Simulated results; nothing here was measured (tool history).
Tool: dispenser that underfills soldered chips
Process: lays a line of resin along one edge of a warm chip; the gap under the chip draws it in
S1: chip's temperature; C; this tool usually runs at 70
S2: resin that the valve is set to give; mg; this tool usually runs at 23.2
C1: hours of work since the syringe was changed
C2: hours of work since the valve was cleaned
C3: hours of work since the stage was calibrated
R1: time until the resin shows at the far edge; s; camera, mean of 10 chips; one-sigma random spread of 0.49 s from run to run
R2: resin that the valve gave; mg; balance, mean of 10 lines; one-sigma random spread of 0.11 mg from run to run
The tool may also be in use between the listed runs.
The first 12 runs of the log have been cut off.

run	hour	S1	S2	C1	C2	C3	R1	R2
# hour 129.0: new syringe of resin
13	131.5	70	23.2	2	26	89	45.5	22.62
14	138.0	70	20.2	6	30	94	67.2	19.79
# hour 140.4: new syringe of resin
15	144.5	70	20.2	3	34	98	52.3	19.74
# hour 151.9: new syringe of resin
16	154.5	70	20.2	2	40	104	49.8	19.48
# hour 163.2: new syringe of resin
17	166.7	70	20.2	2	48	112	50.8	19.31
# hour 174.2: new syringe of resin
18	179.0	66	22.7	3	56	119	61.7	21.58
# hour 185.6: new syringe of resin
# hour 193.7: dispensing valve cleaned and set on the balance
19	194.6	66	22.7	5	1	129	73.1	22.76
# hour 197.9: new syringe of resin
20	202.8	66	28.6	3	6	134	60.6	28.46
# hour 208.6: new syringe of resin
21	215.3	66	28.6	4	14	142	64.4	28.11
# hour 219.3: new syringe of resin
22	227.3	70	22.1	5	21	149	61.8	21.78
# hour 230.5: new syringe of resin
23	238.7	70	22.1	5	28	156	62.7	21.55
# hour 242.3: new syringe of resin
24	247.5	70	22.1	3	34	162	54.5	21.26
# hour 253.5: new syringe of resin
25	256.5	73	24.0	2	40	168	41.5	23.13
# hour 264.2: new syringe of resin
26	268.0	70	28.4	3	47	175	48.2	27.39
# hour 274.8: new syringe of resin
27	278.1	61	25.7	2	53	181	71.9	24.32
# hour 285.8: new syringe of resin
28	287.2	61	25.7	1	59	187	64.0	24.09
# hour 296.8: dispensing valve cleaned and set on the balance
# hour 298.0: new syringe of resin
29	299.9	61	27.2	1	2	194	66.2	26.91
# hour 308.7: new syringe of resin
30	312.0	80	24.1	2	9	202	31.2	23.85
# hour 320.4: new syringe of resin
31	322.8	80	24.1	2	16	209	29.6	23.99
# hour 331.2: new syringe of resin
32	335.7	61	20.7	3	24	217	83.9	20.31
# hour 341.9: new syringe of resin
33	349.8	70	20.4	5	33	226	67.0	19.72
# hour 352.5: new syringe of resin
34	358.2	70	20.4	4	39	231	57.6	19.73

Consider 4 possible next runs. They are alternatives, not a sequence: every one starts from the tool as it was left by run 34. What does each give?
# hour 364.1: new syringe of resin
A	365.0	75	26.1	1	43	235	?	?
# hour 364.1: new syringe of resin
B	365.0	70	25.2	1	43	235	?	?
# hour 364.1: new syringe of resin
C	365.0	70	27.0	1	43	235	?	?
# hour 364.1: new syringe of resin
D	365.0	84	27.5	1	43	235	?	?

run	R1	R2
A	33.9	24.86
B	43.3	24.23
C	42.3	25.92
D	22.9	26.43
With no hidden state in the tool, these same runs would have given:
run	R1	R2
A	29.7	25.91
B	37.9	25.25
C	37.2	27.01
D	20.1	27.54

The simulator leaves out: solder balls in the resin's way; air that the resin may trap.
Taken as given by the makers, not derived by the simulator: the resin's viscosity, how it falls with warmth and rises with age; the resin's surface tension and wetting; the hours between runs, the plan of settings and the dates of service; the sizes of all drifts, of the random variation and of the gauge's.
